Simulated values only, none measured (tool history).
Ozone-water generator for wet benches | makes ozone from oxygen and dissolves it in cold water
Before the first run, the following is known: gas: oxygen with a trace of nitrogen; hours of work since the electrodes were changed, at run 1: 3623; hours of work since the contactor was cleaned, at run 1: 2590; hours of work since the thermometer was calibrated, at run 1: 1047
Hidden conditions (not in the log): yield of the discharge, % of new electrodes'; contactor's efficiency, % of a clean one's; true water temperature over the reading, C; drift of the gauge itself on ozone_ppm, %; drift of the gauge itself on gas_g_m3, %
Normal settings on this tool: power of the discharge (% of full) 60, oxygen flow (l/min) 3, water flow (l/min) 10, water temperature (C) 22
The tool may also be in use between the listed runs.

| run | hour | power of the discharge (% of full) | oxygen flow (l/min) | water flow (l/min) | water temperature (C) | hours of work since the electrodes were changed | hours of work since the contactor was cleaned | hours of work since the thermometer was calibrated | dissolved ozone (ppm) | ozone in the gas ahead of the water (g/m3) |
|---|---|---|---|---|---|---|---|---|---|---|
| 1 | 0 | 60 | 3 | 10 | 22 | 3623 | 2590 | 1047 | 24 | 236.6 |
| 2 | 220.4 | 60 | 3 | 10 | 22 | 3836 | 2804 | 1260 | 23.8 | 238.9 |
| 3 | 342.4 | 60 | 3 | 7 | 22 | 3954 | 2922 | 1378 | 31.1 | 238.7 |
| 4 | 520.7 | 60 | 3 | 7 | 22 | 4127 | 3094 | 1551 | 31 | 240.1 |
| 5 | 660.8 | 60 | 3 | 7 | 22 | 4262 | 3230 | 1686 | 30.8 | 239.1 |
| 6 | 811 | 60 | 3 | 10 | 25 | 4408 | 3375 | 1832 | 22.9 | 237.8 |
| 7 | 986.9 | 60 | 3 | 10 | 25 | 4578 | 3545 | 2002 | 22.9 | 241.9 |
| 8 | 1210.7 | 60 | 3 | 10 | 25 | 4795 | 3762 | 2218 | 22.8 | 240.2 |
|  | 1278.4 | contactor cleaned |
| 9 | 1442.9 | 60 | 3 | 10 | 25 | 5015 | 159 | 2439 | 23.1 | 239.2 |
| 10 | 1596.3 | 60 | 3 | 10 | 25 | 5164 | 308 | 2588 | 22.9 | 240.2 |
| 11 | 1707.3 | 60 | 3 | 10 | 25 | 5271 | 415 | 2695 | 23 | 238.4 |
| 12 | 1867 | 60 | 3 | 10 | 22 | 5426 | 570 | 2850 | 24.1 | 238 |
| 13 | 2090 | 60 | 3 | 10 | 22 | 5641 | 785 | 3065 | 24.2 | 237.4 |
|  | 2171.3 | water thermometer calibrated |
| 14 | 2207.1 | 60 | 3 | 10 | 22 | 5754 | 898 | 35 | 24.3 | 234.3 |
| 15 | 2348 | 60 | 3 | 10 | 22 | 5891 | 1035 | 171 | 24.4 | 238.8 |
| 16 | 2558.5 | 60 | 1.57 | 10 | 22 | 6094 | 1238 | 375 | 22.6 | 322.5 |
| 17 | 2782.6 | 60 | 4.53 | 16 | 22 | 6311 | 1455 | 592 | 16.6 | 195 |
| 18 | 2993.6 | 60 | 4.53 | 8 | 26 | 6515 | 1659 | 796 | 24.9 | 194.8 |
| 19 | 3199.6 | 60 | 4.53 | 6 | 28 | 6715 | 1858 | 995 | 27.8 | 194.5 |
| 20 | 3428 | 60 | 4.53 | 6 | 24 | 6936 | 2080 | 1216 | 30.3 | 194.4 |
| 21 | 3582.4 | 60 | 3.4 | 7 | 24 | 7085 | 2229 | 1365 | 29.3 | 220.7 |
| 22 | 3761.2 | 60 | 3.4 | 7 | 24 | 7258 | 2402 | 1538 | 29.4 | 221.7 |
| 23 | 3932.7 | 60 | 3.4 | 7 | 24 | 7424 | 2568 | 1704 | 29.5 | 220.8 |
| 24 | 4151.8 | 60 | 3.4 | 7 | 24 | 7636 | 2780 | 1916 | 29.2 | 221.4 |
| 25 | 4316.4 | 60 | 3.4 | 7 | 24 | 7795 | 2939 | 2076 | 29.2 | 220.7 |
| 26 | 4481.1 | 60 | 3.4 | 7 | 24 | 7955 | 3098 | 2235 | 29.3 | 221.5 |
| 27 | 4670.7 | 47 | 2.71 | 6 | 22 | 8138 | 3282 | 2419 | 30 | 213.3 |
|  | 4681.6 | gauge calibrated |
| 28 | 4815.5 | 93 | 2.71 | 9 | 28 | 8278 | 3422 | 2559 | 29.8 | 321.5 |
| 29 | 5015.9 | 76 | 3.05 | 13 | 28 | 8472 | 3616 | 2753 | 20.4 | 271.1 |
| 30 | 5209.7 | 62 | 4.06 | 10 | 22 | 8660 | 3804 | 2940 | 24.3 | 212.1 |
|  | 5225.2 | contactor cleaned |
| 31 | 5370.9 | 60 | 1.62 | 12 | 16 | 8812 | 141 | 3092 | 20.3 | 323 |
|  | 5425.1 | water thermometer calibrated |
| 32 | 5511.5 | 60 | 1.62 | 12 | 16 | 8947 | 277 | 84 | 20.1 | 317.3 |

4 options for the next run, each taken on its own from the tool as it stands now. Forecast them:
| A | 5627.5 | 72 | 1.59 | 10 | 22 | 9060 | 389 | 196 | ? | ? |
| B | 5627.5 | 76 | 1.62 | 8 | 15 | 9060 | 389 | 196 | ? | ? |
| C | 5627.5 | 40 | 3.15 | 10 | 22 | 9060 | 389 | 196 | ? | ? |
| D | 5627.5 | 60 | 2.33 | 10 | 22 | 9060 | 389 | 196 | ? | ? |

| run | dissolved ozone (ppm) | ozone in the gas ahead of the water (g/m3) |
|---|---|---|
| A | 24.8 | 357.9 |
| B | 34.7 | 366.4 |
| C | 19.2 | 185.9 |
| D | 23.5 | 268.7 |
Stripped of hidden state, with their random variation kept, the same runs would have yielded:
| run | dissolved ozone (ppm) | ozone in the gas ahead of the water (g/m3) |
|---|---|---|
| A | 24.9 | 361.4 |
| B | 34.8 | 370 |
| C | 19.3 | 187.5 |
| D | 23.5 | 271.2 |
